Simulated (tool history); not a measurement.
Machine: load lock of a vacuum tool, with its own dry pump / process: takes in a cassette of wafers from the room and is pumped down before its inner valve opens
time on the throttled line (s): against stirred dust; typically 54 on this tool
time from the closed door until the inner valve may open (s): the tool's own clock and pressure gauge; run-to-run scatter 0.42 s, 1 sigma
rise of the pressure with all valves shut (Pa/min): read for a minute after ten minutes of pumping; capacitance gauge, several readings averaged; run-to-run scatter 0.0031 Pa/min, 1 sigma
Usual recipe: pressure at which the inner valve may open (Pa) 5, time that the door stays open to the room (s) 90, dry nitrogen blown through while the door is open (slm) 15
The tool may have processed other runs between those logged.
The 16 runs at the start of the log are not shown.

run,hour,time on the throttled line (s),pressure at which the inner valve may open (Pa),time that the door stays open to the room (s),dry nitrogen blown through while the door is open (slm),hours that the pump has run since its overhaul,times that the door has closed on its seal,"incoming humidity of the room's air, %",time from the closed door until the inner valve may open (s),rise of the pressure with all valves shut (Pa/min)
17,5468.9,54,5,90,15,20654,17104,42.7,109.3,0.129
18,5955.9,54,5,90,15,21141,19399,47.8,110,0.149
19,6279.1,54,5,90,15,21464,20922,43.7,110.8,0.159
20,6775,54,5,84,15,21960,23259,41.8,109.4,0.163
21,7166.1,36,6,85,4,22351,25102,47.8,95.6,0.199
22,7540.7,36,9,182,4,22726,26867,45.2,93.2,0.276
23,7977,73,10,34,4,23162,28923,45.4,119.3,0.198
24,8205.4,54,7,47,15,23390,29999,43.8,108,0.205
25,8583.2,54,7,185,12,23768,31780,44.9,108.3,0.287
26,9021.1,54,9,185,4,24206,33843,43.7,106.6,0.337
27,9437.8,54,9,185,4,24623,35807,47.7,107.8,0.356
# hour 9548.5: dry pump taken out, an overhauled one fitted
28,9905.3,54,9,185,4,357,37982,42.9,98.1,0.365
29,10256.2,54,9,185,4,708,39635,47.3,98.5,0.406
30,10608.1,60,5,90,15,1060,41293,45.3,107.4,0.342
31,10929.5,54,7,198,15,1381,42808,47.2,100.1,0.402
32,11322.8,32,6,157,21,1774,44662,44.4,84.1,0.391
33,11677.3,32,6,157,21,2129,46332,46,83.7,0.419
34,12020.7,57,7,90,12,2472,47950,44,103.1,0.417
35,12321.7,28,10,214,15,2773,49368,45,78.8,0.473
36,12690.4,28,10,214,15,3142,51106,47,78.3,0.495
37,12934,28,4,39,15,3386,52254,45.1,84.8,0.44
38,13356,107,5,90,42,3808,54243,47.7,144.9,0.463

Branching from run 38: 3 alternative next runs. What would each branch give?
A,13691,107,4,165,16,4143,55821,42.4,?,?
B,13691,35,7,90,42,4143,55821,47.1,?,?
C,13691,54,5,132,15,4143,55821,44.9,?,?

run,time from the closed door until the inner valve may open (s),rise of the pressure with all valves shut (Pa/min)
A,146.1,0.538
B,86.5,0.494
C,103.7,0.524
Stripped of hidden state, with their random variation kept, the same runs would have yielded:
run,time from the closed door until the inner valve may open (s),rise of the pressure with all valves shut (Pa/min)
A,144.6,0.081
B,84.6,0.036
C,101.9,0.07

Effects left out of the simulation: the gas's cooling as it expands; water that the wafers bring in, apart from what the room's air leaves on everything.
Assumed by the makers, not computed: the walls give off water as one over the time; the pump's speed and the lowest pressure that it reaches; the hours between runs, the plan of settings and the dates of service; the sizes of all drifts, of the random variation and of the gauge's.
